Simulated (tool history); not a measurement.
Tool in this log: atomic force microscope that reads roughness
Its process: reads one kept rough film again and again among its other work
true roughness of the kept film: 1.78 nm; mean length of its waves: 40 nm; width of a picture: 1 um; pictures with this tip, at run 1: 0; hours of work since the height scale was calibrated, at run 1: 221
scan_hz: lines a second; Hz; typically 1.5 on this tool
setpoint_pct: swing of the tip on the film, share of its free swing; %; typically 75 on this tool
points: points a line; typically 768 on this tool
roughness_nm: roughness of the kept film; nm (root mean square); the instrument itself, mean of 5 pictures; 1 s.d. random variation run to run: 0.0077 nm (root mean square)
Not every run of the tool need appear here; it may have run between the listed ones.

| run | hour | scan_hz | setpoint_pct | points | pictures with this tip | hours of work since the height scale was calibrated | roughness_nm |
|---|---|---|---|---|---|---|---|
| 1 | 0 | 1.5 | 75 | 768 | 0 | 221 | 1.632 |
| 2 | 19 | 1.07 | 75 | 768 | 23 | 232 | 1.638 |
| 3 | 39.1 | 1.07 | 75 | 768 | 47 | 243 | 1.626 |
| 4 | 52.2 | 1.07 | 75 | 768 | 62 | 251 | 1.615 |
| 5 | 67.6 | 1.07 | 75 | 768 | 81 | 260 | 1.619 |
| 6 | 88.2 | 1.07 | 75 | 768 | 105 | 272 | 1.598 |
| 7 | 108.4 | 1.07 | 75 | 768 | 129 | 283 | 1.597 |
| 8 | 117.9 | 1.07 | 75 | 768 | 140 | 289 | 1.579 |
| 9 | 127.9 | 1.07 | 75 | 360 | 152 | 295 | 1.578 |
| 10 | 140.7 | 1.07 | 75 | 360 | 168 | 302 | 1.571 |
| 11 | 158.7 | 1.5 | 67 | 768 | 189 | 313 | 1.56 |
| 12 | 172.8 | 1.5 | 75 | 768 | 206 | 321 | 1.543 |
| 13 | 192 | 1.5 | 75 | 768 | 229 | 332 | 1.537 |
| 14 | 212.4 | 0.82 | 62 | 768 | 253 | 344 | 1.565 |
| 15 | 221 | 2.64 | 75 | 262 | 263 | 349 | 1.452 |
| 16 | 230.6 | 3.34 | 83 | 653 | 275 | 354 | 1.377 |
| 17 | 243.2 | 3.34 | 83 | 653 | 290 | 362 | 1.384 |
| 18 | 262.5 | 0.51 | 83 | 284 | 313 | 373 | 1.514 |
| 19 | 283 | 0.52 | 84 | 301 | 337 | 385 | 1.51 |
| 20 | 294.8 | 1.5 | 59 | 768 | 351 | 391 | 1.526 |
|  | 296.2 | new tip fitted |
| 21 | 305.9 | 1.75 | 55 | 535 | 12 | 398 | 1.673 |
| 22 | 318.1 | 1.75 | 55 | 535 | 26 | 405 | 1.656 |
| 23 | 335 | 0.94 | 62 | 659 | 47 | 414 | 1.663 |
| 24 | 353.4 | 1.74 | 62 | 484 | 68 | 425 | 1.63 |

Hidden state at the last listed run before each entry between runs and at the first one after, where it differs:
Run 20 -> run 21: new tip fitted (hour 296.2)
  radius of the tip, nm: 34.5 -> 11.8; height scale over the true one, %: 0.27 -> 0.28
  the result without the hidden state subtracted from the measured one, roughness_nm: -0.153 -> -0.008 nm (root mean square)
